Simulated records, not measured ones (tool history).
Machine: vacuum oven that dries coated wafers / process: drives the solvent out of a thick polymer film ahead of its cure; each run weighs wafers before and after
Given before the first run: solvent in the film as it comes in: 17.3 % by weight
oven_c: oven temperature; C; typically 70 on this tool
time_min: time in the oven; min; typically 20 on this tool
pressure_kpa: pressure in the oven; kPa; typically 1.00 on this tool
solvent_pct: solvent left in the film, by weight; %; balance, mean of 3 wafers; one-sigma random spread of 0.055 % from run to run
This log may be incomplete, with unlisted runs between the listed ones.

Run 1, hour 0.0: usual settings. Result: solvent_pct 2.94 %.
Run 2, hour 31.7: usual settings. Result: solvent_pct 3.08 %.
Run 3, hour 53.1: usual settings but oven_c 78 C. Result: solvent_pct 0.98 %.
Run 4, hour 68.6: usual settings but oven_c 78 C. Result: solvent_pct 1.09 %.
Run 5, hour 84.0: usual settings. Result: solvent_pct 3.05 %.
Run 6, hour 100.1: usual settings. Result: solvent_pct 3.01 %.
Run 7, hour 128.6: usual settings. Result: solvent_pct 3.06 %.
Run 8, hour 146.8: usual settings. Result: solvent_pct 3.06 %.
Run 9, hour 166.6: usual settings. Result: solvent_pct 3.06 %.
Run 10, hour 188.2: usual settings. Result: solvent_pct 3.20 %.
Run 11, hour 210.7: usual settings. Result: solvent_pct 3.10 %.
Run 12, hour 224.2: usual settings but time_min 34 min. Result: solvent_pct 1.56 %.
Run 13, hour 249.0: usual settings but time_min 34 min. Result: solvent_pct 1.55 %.
Run 14, hour 272.2: usual settings but time_min 34 min. Result: solvent_pct 1.53 %.
Run 15, hour 301.1: usual settings but time_min 34 min. Result: solvent_pct 1.56 %.
Run 16, hour 329.6: usual settings but oven_c 57 C, time_min 34 min. Result: solvent_pct 6.38 %.
Run 17, hour 354.3: usual settings but pressure_kpa 0.89 kPa. Result: solvent_pct 3.23 %.
Run 18, hour 376.6: usual settings but pressure_kpa 1.59 kPa. Result: solvent_pct 3.50 %.
Run 19, hour 408.4: usual settings but pressure_kpa 1.59 kPa. Result: solvent_pct 3.71 %.
Run 20, hour 422.8: usual settings but oven_c 59 C, time_min 28 min, pressure_kpa 0.67 kPa. Result: solvent_pct 6.01 %.
Run 21, hour 455.0: usual settings but oven_c 85 C, time_min 13 min, pressure_kpa 2.62 kPa. Result: solvent_pct 1.60 %.
Run 22, hour 469.1: usual settings but time_min 26 min, pressure_kpa 0.56 kPa. Result: solvent_pct 1.85 %.
Run 23, hour 501.4: usual settings but oven_c 61 C, time_min 26 min, pressure_kpa 0.56 kPa. Result: solvent_pct 5.45 %.
Run 24, hour 520.5: usual settings but oven_c 58 C, time_min 13 min. Result: solvent_pct 10.28 %.
Run 25, hour 534.1: usual settings but pressure_kpa 0.88 kPa. Result: solvent_pct 3.15 %.
Run 26, hour 558.7: usual settings but oven_c 71 C, time_min 26 min, pressure_kpa 0.88 kPa. Result: solvent_pct 1.98 %.
At hour 584.7: oven's thermocouples calibrated.
Run 27, hour 589.2: usual settings but oven_c 71 C, time_min 26 min, pressure_kpa 0.88 kPa. Result: solvent_pct 1.35 %.
Run 28, hour 612.0: usual settings but oven_c 79 C, time_min 18 min, pressure_kpa 0.50 kPa. Result: solvent_pct 0.59 %.
Run 29, hour 638.5: usual settings but oven_c 79 C, time_min 18 min, pressure_kpa 0.50 kPa. Result: solvent_pct 0.62 %.
Run 30, hour 658.2: usual settings but oven_c 79 C, time_min 18 min, pressure_kpa 0.50 kPa. Result: solvent_pct 0.65 %.
Run 31, hour 683.9: usual settings but oven_c 79 C, time_min 21 min, pressure_kpa 2.04 kPa. Result: solvent_pct 1.22 %.
Run 32, hour 701.9: usual settings but oven_c 79 C, time_min 21 min, pressure_kpa 2.04 kPa. Result: solvent_pct 1.19 %.
Run 33, hour 725.2: usual settings but oven_c 61 C, pressure_kpa 0.98 kPa. Result: solvent_pct 6.06 %.
Run 34, hour 743.8: usual settings but oven_c 79 C, pressure_kpa 0.67 kPa. Result: solvent_pct 0.64 %.
Run 35, hour 769.2: usual settings but oven_c 56 C, time_min 34 min. Result: solvent_pct 6.03 %.
Run 36, hour 782.8: usual settings but oven_c 56 C, time_min 17 min. Result: solvent_pct 9.01 %.

What if the next run were any one of these 3? Each begins from the tool's condition after run 36:
Run A, hour 806.2: usual settings but oven_c 67 C, time_min 31 min, pressure_kpa 3.56 kPa. Result: solvent_pct ?.
Run B, hour 806.2: usual settings but time_min 18 min, pressure_kpa 0.60 kPa. Result: solvent_pct ?.
Run C, hour 806.2: usual settings but oven_c 59 C, time_min 17 min. Result: solvent_pct ?.

run  solvent_pct
  A         4.20
  B         2.66
  C         7.71
The same runs, with their run-to-run variation unchanged, on a tool lacking any hidden condition would have given:
run  solvent_pct
  A         4.05
  B         2.52
  C         7.55

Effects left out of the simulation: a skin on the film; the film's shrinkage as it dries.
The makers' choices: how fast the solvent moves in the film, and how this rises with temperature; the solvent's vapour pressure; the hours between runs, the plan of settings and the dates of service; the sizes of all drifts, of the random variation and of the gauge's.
